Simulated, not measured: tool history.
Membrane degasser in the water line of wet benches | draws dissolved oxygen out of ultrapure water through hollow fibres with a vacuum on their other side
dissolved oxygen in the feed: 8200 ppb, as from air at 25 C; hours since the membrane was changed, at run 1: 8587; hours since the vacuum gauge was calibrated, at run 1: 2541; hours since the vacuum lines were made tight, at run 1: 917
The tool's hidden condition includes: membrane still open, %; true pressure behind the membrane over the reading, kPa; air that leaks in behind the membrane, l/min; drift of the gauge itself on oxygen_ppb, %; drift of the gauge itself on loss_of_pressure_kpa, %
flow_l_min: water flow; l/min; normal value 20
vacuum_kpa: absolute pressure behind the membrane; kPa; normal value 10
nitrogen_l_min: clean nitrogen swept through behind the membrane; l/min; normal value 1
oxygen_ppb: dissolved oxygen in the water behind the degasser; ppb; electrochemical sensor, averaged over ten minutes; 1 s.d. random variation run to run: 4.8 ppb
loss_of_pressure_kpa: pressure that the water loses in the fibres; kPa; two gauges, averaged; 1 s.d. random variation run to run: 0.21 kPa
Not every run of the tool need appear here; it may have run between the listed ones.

| run | hour | flow_l_min | vacuum_kpa | nitrogen_l_min | hours since the membrane was changed | hours since the vacuum gauge was calibrated | hours since the vacuum lines were made tight | oxygen_ppb | loss_of_pressure_kpa |
|---|---|---|---|---|---|---|---|---|---|
| 1 | 0 | 20 | 10 | 1 | 8587 | 2541 | 917 | 567.3 | 52.01 |
| 2 | 140 | 20 | 10 | 1 | 8727 | 2681 | 1057 | 563.5 | 52.23 |
| 3 | 278.1 | 20 | 10 | 1 | 8865 | 2819 | 1195 | 564.8 | 51.99 |
| 4 | 528.2 | 20 | 10 | 1 | 9115 | 3069 | 1445 | 571.5 | 52.23 |
| 5 | 799.7 | 20 | 10 | 1 | 9387 | 3341 | 1717 | 573.8 | 52.2 |
| 6 | 1038.1 | 20 | 10 | 1 | 9625 | 3579 | 1955 | 578.5 | 52.86 |
| 7 | 1203.8 | 20 | 10 | 1 | 9791 | 3745 | 2121 | 572.4 | 52.82 |
| 8 | 1375.1 | 20 | 10 | 1 | 9962 | 3916 | 2292 | 583.9 | 52.93 |
| 9 | 1518 | 20 | 11.2 | 1 | 10105 | 4059 | 2435 | 634.8 | 52.88 |
| 10 | 1714.4 | 20 | 10 | 1 | 10302 | 4255 | 2631 | 585.9 | 52.96 |
| 11 | 1841.7 | 20 | 10 | 1 | 10429 | 4383 | 2759 | 589.9 | 53.47 |
|  | 1892.6 | membrane cartridge changed |
| 12 | 2068.2 | 20 | 10 | 1 | 176 | 4605 | 2981 | 500.5 | 47.19 |
| 13 | 2306.3 | 20 | 10 | 1 | 414 | 4843 | 3219 | 488.9 | 47.29 |
| 14 | 2588.1 | 28 | 10 | 1 | 696 | 5125 | 3501 | 724.1 | 66.2 |
| 15 | 2830.5 | 18 | 10 | 1 | 938 | 5367 | 3743 | 446.3 | 42.81 |
|  | 2845.5 | vacuum gauge calibrated |
| 16 | 3051.6 | 18 | 10 | 1 | 1159 | 206 | 3964 | 454.1 | 43.2 |
| 17 | 3316.6 | 18 | 10 | 1 | 1424 | 471 | 4229 | 463.2 | 43.55 |
| 18 | 3492.8 | 14 | 10 | 0.51 | 1600 | 647 | 4405 | 507.3 | 33.83 |
|  | 3603.4 | seals of the vacuum lines changed |
| 19 | 3744.3 | 14 | 10 | 0.88 | 1849 | 897 | 141 | 363.8 | 33.5 |
| 20 | 3867.1 | 31 | 23.5 | 0.43 | 1972 | 1020 | 264 | 2317.5 | 74.87 |
|  | 3992.2 | vacuum gauge calibrated, once more |
| 21 | 4001.6 | 31 | 23.5 | 0.43 | 2106 | 9 | 398 | 2298.8 | 75.43 |
| 22 | 4148.5 | 31 | 8.7 | 1.08 | 2253 | 156 | 545 | 712.3 | 74.99 |
| 23 | 4395.2 | 31 | 8.7 | 1.08 | 2500 | 403 | 791 | 715.3 | 75.77 |
| 24 | 4620.3 | 18 | 23.2 | 0.94 | 2725 | 628 | 1016 | 942.6 | 43.98 |
| 25 | 4742.5 | 17 | 8.8 | 0.73 | 2847 | 750 | 1139 | 440.1 | 41.23 |
| 26 | 4984.8 | 17 | 8.8 | 0.73 | 3089 | 993 | 1381 | 446.7 | 41.64 |
| 27 | 5106.1 | 17 | 8.8 | 0.73 | 3211 | 1114 | 1502 | 445.6 | 41.24 |
| 28 | 5279.8 | 12 | 7.2 | 0.73 | 3384 | 1288 | 1676 | 246.9 | 29.41 |
| 29 | 5530.9 | 31 | 16 | 0.5 | 3635 | 1539 | 1927 | 1589.2 | 76.45 |
| 30 | 5666.7 | 31 | 16 | 1.72 | 3771 | 1674 | 2063 | 881.5 | 76.91 |
| 31 | 5860.2 | 31 | 13 | 0.86 | 3965 | 1868 | 2256 | 1066.5 | 77.08 |
| 32 | 5995.2 | 31 | 13 | 0.86 | 4100 | 2003 | 2391 | 1055.1 | 77.16 |

Here are 3 independent what-if runs from the current tool condition. What would each one return?
| A | 6172.1 | 31 | 18.5 | 1.1 | 4277 | 2180 | 2568 | ? | ? |
| B | 6172.1 | 27 | 8.4 | 2.63 | 4277 | 2180 | 2568 | ? | ? |
| C | 6172.1 | 20 | 9.2 | 1 | 4277 | 2180 | 2568 | ? | ? |

| run | oxygen_ppb | loss_of_pressure_kpa |
|---|---|---|
| A | 1188.8 | 77.6 |
| B | 483.4 | 67.67 |
| C | 487.8 | 49.34 |
The same runs, with their run-to-run variation unchanged, on a tool lacking any hidden condition would have given:
| run | oxygen_ppb | loss_of_pressure_kpa |
|---|---|---|
| A | 1130.4 | 73.85 |
| B | 427.4 | 64.41 |
| C | 443.5 | 46.95 |
